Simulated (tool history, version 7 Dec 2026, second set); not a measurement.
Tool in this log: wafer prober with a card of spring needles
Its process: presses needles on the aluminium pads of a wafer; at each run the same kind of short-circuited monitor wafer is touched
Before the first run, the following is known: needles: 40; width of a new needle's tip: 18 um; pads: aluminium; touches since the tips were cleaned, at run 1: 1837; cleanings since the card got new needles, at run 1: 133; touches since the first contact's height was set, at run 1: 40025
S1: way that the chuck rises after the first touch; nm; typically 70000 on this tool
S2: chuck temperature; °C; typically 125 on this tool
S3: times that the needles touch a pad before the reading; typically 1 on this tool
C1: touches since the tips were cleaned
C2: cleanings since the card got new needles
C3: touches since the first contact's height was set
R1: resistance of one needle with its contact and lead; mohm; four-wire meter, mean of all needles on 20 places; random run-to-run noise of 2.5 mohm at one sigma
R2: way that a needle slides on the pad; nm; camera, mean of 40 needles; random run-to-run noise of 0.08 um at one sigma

Run 1, hour 0: usual settings; C1 1837; C2 133; C3 40025. Result: R1 350 mohm, R2 14540 nm.
At hour 4.3: tips cleaned on abrasive film.
At hour 14.8: tips cleaned on abrasive film.
At hour 25.3: tips cleaned on abrasive film.
At hour 35.8: tips cleaned on abrasive film.
At hour 44.2: tips cleaned on abrasive film.
At hour 54.7: tips cleaned on abrasive film.
Run 2, hour 59.5: usual settings; C1 1765; C2 139; C3 61648. Result: R1 353 mohm, R2 14310 nm.
At hour 63.7: tips cleaned on abrasive film.
At hour 74.2: tips cleaned on abrasive film.
At hour 82.7: tips cleaned on abrasive film.
At hour 93.2: tips cleaned on abrasive film.
Run 3, hour 99.6: usual settings; C1 2383; C2 143; C3 76252. Result: R1 364 mohm, R2 14330 nm.
At hour 101.8: tips cleaned on abrasive film.
At hour 112.3: tips cleaned on abrasive film.
At hour 122.8: tips cleaned on abrasive film.
At hour 131.2: tips cleaned on abrasive film.
At hour 141.7: tips cleaned on abrasive film.
At hour 152.2: tips cleaned on abrasive film, once more.
At hour 160.6: tips cleaned on abrasive film.
At hour 171.1: tips cleaned on abrasive film.
At hour 181.6: tips cleaned on abrasive film.
Run 4, hour 185.3: usual settings; C1 1359; C2 152; C3 107394. Result: R1 336 mohm, R2 14400 nm.
At hour 191.7: tips cleaned on abrasive film.
At hour 202.2: tips cleaned on abrasive film.
At hour 212.7: tips cleaned on abrasive film.
At hour 223.2: tips cleaned on abrasive film.
At hour 231.6: tips cleaned on abrasive film.
At hour 242.1: tips cleaned on abrasive film.
At hour 250.5: tips cleaned on abrasive film.
At hour 261: tips cleaned on abrasive film.
At hour 271.5: tips cleaned on abrasive film.
Run 5, hour 273.2: usual settings; C1 620; C2 161; C3 139329. Result: R1 320 mohm, R2 14150 nm.
At hour 281.6: tips cleaned on abrasive film.
At hour 292.1: tips cleaned on abrasive film.
At hour 302.6: tips cleaned on abrasive film.
At hour 313.1: tips cleaned on abrasive film.
Run 6, hour 321.4: usual settings but S2 64 °C; C1 3044; C2 165; C3 156885. Result: R1 357 mohm, R2 14220 nm.
At hour 323.6: tips cleaned on abrasive film.
At hour 334.1: tips cleaned on abrasive film.
At hour 344.6: tips cleaned on abrasive film.
At hour 355.1: tips cleaned on abrasive film.
At hour 365.6: tips cleaned on abrasive film.
At hour 376.1: tips cleaned on abrasive film.
At hour 386.6: tips cleaned on abrasive film.
Run 7, hour 387.1: usual settings but S2 64 °C; C1 206; C2 172; C3 180767. Result: R1 287 mohm, R2 14100 nm.
At hour 395.5: tips cleaned on abrasive film.
At hour 404: tips cleaned on abrasive film.
At hour 414.5: tips cleaned on abrasive film.
At hour 425: tips cleaned on abrasive film.
At hour 435.5: tips cleaned on abrasive film.
At hour 446: tips cleaned on abrasive film.
At hour 456.5: tips cleaned on abrasive film.
At hour 467: tips cleaned on abrasive film.
At hour 476.2: tips cleaned on abrasive film.
Run 8, hour 476.2: usual settings but S2 64 °C; C1 0; C2 181; C3 213132. Result: R1 289 mohm, R2 13810 nm.
At hour 486.6: tips cleaned on abrasive film.
At hour 497.1: tips cleaned on abrasive film.
At hour 507.6: tips cleaned on abrasive film.
At hour 514.2: height of the first contact set anew.
At hour 516.4: tips cleaned on abrasive film.
At hour 526.9: tips cleaned on abrasive film.
At hour 537.4: tips cleaned on abrasive film.
At hour 545.8: tips cleaned on abrasive film.
At hour 556.3: tips cleaned on abrasive film.
Run 9, hour 561.4: usual settings but S1 67000 nm, S2 64 °C; C1 1866; C2 189; C3 17142. Result: R1 350 mohm, R2 13920 nm.
At hour 565.6: tips cleaned on abrasive film.
At hour 576.1: tips cleaned on abrasive film.
At hour 586.6: tips cleaned on abrasive film.
At hour 597.1: tips cleaned on abrasive film.
At hour 607.6: tips cleaned on abrasive film.
At hour 618.1: tips cleaned on abrasive film.
At hour 628.6: tips cleaned on abrasive film.
At hour 639.1: tips cleaned on abrasive film.
At hour 647.5: tips cleaned on abrasive film.
Run 10, hour 653.5: usual settings but S1 67000 nm, S2 64 °C; C1 2200; C2 198; C3 50656. Result: R1 350 mohm, R2 13930 nm.
At hour 657.8: tips cleaned on abrasive film.
At hour 668.3: tips cleaned on abrasive film.
At hour 678.8: tips cleaned on abrasive film.
At hour 687.2: tips cleaned on abrasive film.
At hour 697.7: tips cleaned on abrasive film.
At hour 708.2: tips cleaned on abrasive film.
At hour 718.7: tips cleaned on abrasive film.
Run 11, hour 722.4: usual settings but S1 67000 nm, S2 64 °C; C1 1375; C2 205; C3 75707. Result: R1 332 mohm, R2 13890 nm.
At hour 728.8: tips cleaned on abrasive film.
At hour 739.3: tips cleaned on abrasive film.
At hour 749.8: tips cleaned on abrasive film.
At hour 760.3: tips cleaned on abrasive film.
At hour 768.7: tips cleaned on abrasive film.
At hour 779.2: tips cleaned on abrasive film.
At hour 787.6: tips cleaned on abrasive film.
Run 12, hour 795.8: usual settings but S1 52000 nm, S2 34 °C, S3 2; C1 3005; C2 212; C3 102390. Result: R1 378 mohm, R2 10490 nm.
At hour 798: tips cleaned on abrasive film.
At hour 808.5: tips cleaned on abrasive film.
At hour 819: tips cleaned on abrasive film.
At hour 829.5: tips cleaned on abrasive film.
At hour 837.9: tips cleaned on abrasive film.
At hour 848.4: tips cleaned on abrasive film.
At hour 858.9: tips cleaned on abrasive film.
Run 13, hour 861.7: usual settings but S1 81000 nm, S2 62 °C; C1 1047; C2 219; C3 126351. Result: R1 300 mohm, R2 16590 nm.
At hour 868.1: tips cleaned on abrasive film.
At hour 878.6: tips cleaned on abrasive film.
At hour 889.1: tips cleaned on abrasive film.
At hour 899.6: tips cleaned on abrasive film.
At hour 910.1: tips cleaned on abrasive film.
Run 14, hour 911.6: usual settings but S1 81000 nm, S2 62 °C; C1 569; C2 224; C3 144488. Result: R1 295 mohm, R2 16420 nm.
At hour 920: tips cleaned on abrasive film.
At hour 930.5: tips cleaned on abrasive film.
At hour 941: tips cleaned on abrasive film.
At hour 951.5: tips cleaned on abrasive film.
At hour 962: tips cleaned on abrasive film.
Run 15, hour 964.7: usual settings but S2 62 °C; C1 980; C2 229; C3 163797. Result: R1 320 mohm, R2 14090 nm.
At hour 971: tips cleaned on abrasive film.
At hour 981.5: tips cleaned on abrasive film.
At hour 992: tips cleaned on abrasive film.
At hour 1002.5: tips cleaned on abrasive film.
At hour 1013: tips cleaned on abrasive film.
At hour 1023.5: tips cleaned on abrasive film.
At hour 1034: tips cleaned on abrasive film.
Run 16, hour 1034: usual settings but S1 56000 nm, S2 100 °C; C1 6; C2 236; C3 189007. Result: R1 308 mohm, R2 11130 nm.
At hour 1044.5: tips cleaned on abrasive film.
At hour 1055: tips cleaned on abrasive film.
At hour 1063.4: tips cleaned on abrasive film.
At hour 1073.9: tips cleaned on abrasive film.
At hour 1084.4: tips cleaned on abrasive film.
At hour 1094.9: tips cleaned on abrasive film.
At hour 1105.4: tips cleaned on abrasive film.
At hour 1117.4: card fitted with new needles.
At hour 1125.8: tips cleaned on abrasive film.
At hour 1136.3: tips cleaned on abrasive film.
Run 17, hour 1140.1: usual settings but S2 73 °C, S3 2; C1 1372; C2 2; C3 8247. Result: R1 298 mohm, R2 14640 nm.
At hour 1146.4: tips cleaned on abrasive film.
At hour 1156.9: tips cleaned on abrasive film.
At hour 1165.3: tips cleaned on abrasive film.
At hour 1175.8: tips cleaned on abrasive film.
At hour 1186.3: tips cleaned on abrasive film.
At hour 1196.8: tips cleaned on abrasive film.
At hour 1205.2: tips cleaned on abrasive film.
Run 18, hour 1208.4: usual settings but S2 73 °C, S3 2; C1 1146; C2 9; C3 33070. Result: R1 294 mohm, R2 14440 nm.
At hour 1214.7: tips cleaned on abrasive film.
At hour 1225.2: tips cleaned on abrasive film.
At hour 1235.7: tips cleaned on abrasive film.
At hour 1246.2: tips cleaned on abrasive film.
At hour 1256.7: tips cleaned on abrasive film.
At hour 1267.2: tips cleaned on abrasive film.
At hour 1277.7: tips cleaned on abrasive film.
At hour 1288.2: tips cleaned on abrasive film.
At hour 1298.7: tips cleaned on abrasive film.
Run 19, hour 1299: usual settings but S1 53000 nm, S2 34 °C; C1 112; C2 18; C3 66023. Result: R1 288 mohm, R2 10850 nm.

Below, each run's measurement less what the same run would have read without the hidden state. Both values contain the same run-to-run variation, but the gauge's scatter may not be the same in both:
Unlogged tool condition in this case: debris on the tips, nm; way that the needles fall short of the set height, um; tips' diameter, um; drift of the gauge itself on contact_mohm, %; drift of the gauge itself on scrub_um, %.
run    R1    R2
  1   +54  -140
  2   +57  -260
  3   +69  -290
  4   +47  -400
  5   +27  -500
  6   +85  -540
  7   +14  -620
  8   +11  -720
  9   +74   -50
 10   +77  -150
 11   +58  -240
 12  +108  -320
 13   +31  -410
 14   +23  -450
 15   +45  -510
 16   +18  -580
 17   +20   -20
 18   +18  -110
 19   +18  -220
